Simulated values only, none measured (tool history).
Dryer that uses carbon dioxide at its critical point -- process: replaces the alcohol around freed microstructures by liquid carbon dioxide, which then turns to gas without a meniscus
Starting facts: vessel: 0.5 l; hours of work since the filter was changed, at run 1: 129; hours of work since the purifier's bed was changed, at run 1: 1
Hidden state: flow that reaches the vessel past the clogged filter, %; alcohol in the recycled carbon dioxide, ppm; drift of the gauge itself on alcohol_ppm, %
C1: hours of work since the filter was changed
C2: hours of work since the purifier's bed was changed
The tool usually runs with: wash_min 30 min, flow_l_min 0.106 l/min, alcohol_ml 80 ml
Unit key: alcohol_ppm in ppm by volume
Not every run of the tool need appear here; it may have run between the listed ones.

Run 1, hour 0: usual settings; C1 129; C2 1. Result: alcohol_ppm 2517 ppm by volume.
Run 2, hour 4.7: usual settings but wash_min 36 min; C1 133; C2 4. Result: alcohol_ppm 1124 ppm by volume.
Run 3, hour 12.3: usual settings but wash_min 36 min; C1 138; C2 10. Result: alcohol_ppm 1145 ppm by volume.
Run 4, hour 22: usual settings but wash_min 36 min; C1 146; C2 17. Result: alcohol_ppm 1229 ppm by volume.
Run 5, hour 31.5: usual settings but wash_min 36 min, flow_l_min 0.092 l/min; C1 153; C2 24. Result: alcohol_ppm 2394 ppm by volume.
Run 6, hour 37.5: usual settings but wash_min 36 min, flow_l_min 0.092 l/min; C1 158; C2 29. Result: alcohol_ppm 2516 ppm by volume.
Run 7, hour 46.2: usual settings but alcohol_ml 67 ml; C1 164; C2 35. Result: alcohol_ppm 2509 ppm by volume.
Run 8, hour 51.1: usual settings but alcohol_ml 67 ml; C1 168; C2 39. Result: alcohol_ppm 2548 ppm by volume.
Run 9, hour 57.7: usual settings but alcohol_ml 59 ml; C1 173; C2 44. Result: alcohol_ppm 2276 ppm by volume.
Run 10, hour 61.9: usual settings; C1 176; C2 47. Result: alcohol_ppm 3160 ppm by volume.
Run 11, hour 70.1: usual settings; C1 182; C2 54. Result: alcohol_ppm 3244 ppm by volume.
At hour 76.3: inlet filter changed.
Run 12, hour 77.2: usual settings; C1 1; C2 58. Result: alcohol_ppm 1501 ppm by volume.
Run 13, hour 81.4: usual settings; C1 4; C2 61. Result: alcohol_ppm 1548 ppm by volume.
Run 14, hour 88.5: usual settings; C1 9; C2 67. Result: alcohol_ppm 1503 ppm by volume.
Run 15, hour 93.3: usual settings; C1 13; C2 70. Result: alcohol_ppm 1578 ppm by volume.
Run 16, hour 100.2: usual settings but flow_l_min 0.161 l/min; C1 18; C2 75. Result: alcohol_ppm 173 ppm by volume.
Run 17, hour 106.7: usual settings but flow_l_min 0.161 l/min; C1 23; C2 80. Result: alcohol_ppm 183 ppm by volume.
Run 18, hour 115.8: usual settings but flow_l_min 0.161 l/min, alcohol_ml 21 ml; C1 30; C2 87. Result: alcohol_ppm 75 ppm by volume.
Run 19, hour 123.7: usual settings but wash_min 41 min, flow_l_min 0.1 l/min, alcohol_ml 88 ml; C1 36; C2 93. Result: alcohol_ppm 569 ppm by volume.
Run 20, hour 128.1: usual settings but wash_min 41 min, flow_l_min 0.1 l/min, alcohol_ml 88 ml; C1 39; C2 97. Result: alcohol_ppm 558 ppm by volume.
Run 21, hour 132.3: usual settings but wash_min 41 min, flow_l_min 0.1 l/min, alcohol_ml 88 ml; C1 42; C2 100. Result: alcohol_ppm 562 ppm by volume.
Run 22, hour 137.7: usual settings but wash_min 26 min, flow_l_min 0.141 l/min, alcohol_ml 45 ml; C1 46; C2 104. Result: alcohol_ppm 538 ppm by volume.
Run 23, hour 146.4: usual settings but wash_min 48 min, flow_l_min 0.177 l/min, alcohol_ml 45 ml; C1 53; C2 110. Result: alcohol_ppm 42 ppm by volume.
Run 24, hour 152.5: usual settings but wash_min 48 min; C1 58; C2 115. Result: alcohol_ppm 186 ppm by volume.
Run 25, hour 156.9: usual settings but wash_min 48 min, flow_l_min 0.091 l/min, alcohol_ml 58 ml; C1 61; C2 118. Result: alcohol_ppm 318 ppm by volume.
Run 26, hour 164.6: usual settings but wash_min 48 min, flow_l_min 0.103 l/min, alcohol_ml 32 ml; C1 67; C2 124. Result: alcohol_ppm 121 ppm by volume.
Run 27, hour 173.7: usual settings but wash_min 46 min, alcohol_ml 78 ml; C1 74; C2 131. Result: alcohol_ppm 247 ppm by volume.
Run 28, hour 178.8: usual settings but flow_l_min 0.085 l/min, alcohol_ml 32 ml; C1 77; C2 135. Result: alcohol_ppm 2072 ppm by volume.
Run 29, hour 185.3: usual settings but wash_min 44 min, flow_l_min 0.117 l/min, alcohol_ml 32 ml; C1 82; C2 140. Result: alcohol_ppm 114 ppm by volume.
Run 30, hour 193.1: usual settings but wash_min 29 min, flow_l_min 0.068 l/min, alcohol_ml 55 ml; C1 88; C2 146. Result: alcohol_ppm 7967 ppm by volume.
Run 31, hour 198.7: usual settings but wash_min 29 min, flow_l_min 0.068 l/min, alcohol_ml 55 ml; C1 93; C2 150. Result: alcohol_ppm 7787 ppm by volume.
Run 32, hour 208.2: usual settings but wash_min 33 min, flow_l_min 0.144 l/min, alcohol_ml 39 ml; C1 100; C2 157. Result: alcohol_ppm 195 ppm by volume.
Run 33, hour 213.2: usual settings but wash_min 34 min, alcohol_ml 93 ml; C1 103; C2 161. Result: alcohol_ppm 1639 ppm by volume.
Run 34, hour 222.9: usual settings but wash_min 19 min, alcohol_ml 29 ml; C1 111; C2 168. Result: alcohol_ppm 4171 ppm by volume.

What if the next run were any one of these 3? Each begins from the tool's condition after run 34:
Run A, hour 232.2: usual settings but wash_min 42 min, flow_l_min 0.09 l/min, alcohol_ml 29 ml; C1 118; C2 175. Result: alcohol_ppm ?.
Run B, hour 232.2: usual settings but wash_min 19 min, flow_l_min 0.136 l/min, alcohol_ml 35 ml; C1 118; C2 175. Result: alcohol_ppm ?.
Run C, hour 232.2: usual settings but wash_min 35 min, alcohol_ml 29 ml; C1 118; C2 175. Result: alcohol_ppm ?.

run  alcohol_ppm
  A          484
  B         2391
  C          524
What these runs would have given with no unlogged condition in the tool:
run  alcohol_ppm
  A          223
  B         1495
  C          250
